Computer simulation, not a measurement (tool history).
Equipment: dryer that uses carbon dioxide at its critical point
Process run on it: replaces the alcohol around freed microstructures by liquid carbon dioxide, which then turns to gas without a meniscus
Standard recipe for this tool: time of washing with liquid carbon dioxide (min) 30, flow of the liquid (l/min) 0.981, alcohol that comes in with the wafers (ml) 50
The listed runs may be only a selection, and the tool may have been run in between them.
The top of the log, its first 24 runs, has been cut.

run	day	time of washing with liquid carbon dioxide (min)	flow of the liquid (l/min)	alcohol that comes in with the wafers (ml)	alcohol left in the vessel before it's heated (ppm by volume)
25	9.096	42	0.959	103	11
26	9.492	19	0.959	103	317
27	9.825	19	0.959	103	324
28	10.1	30	1.223	46	6
29	10.467	34	1.225	58	20
30	10.838	43	0.961	99	8
31	11.183	30	1.068	29	14
32	11.408	26	1.286	44	4
33	11.858	26	1.286	44	12

Here are 4 independent what-if runs from the current tool condition. What would each one return?
A	12.296	26	1.501	44	?
B	12.296	26	1.089	100	?
C	12.296	26	0.934	44	?
D	12.296	43	1.286	71	?

run	alcohol left in the vessel before it's heated (ppm by volume)
A	14
B	39
C	55
D	17
The same runs, with their run-to-run variation unchanged, on a tool lacking any hidden condition would have given:
run	alcohol left in the vessel before it's heated (ppm by volume)
A	7
B	26
C	41
D	10
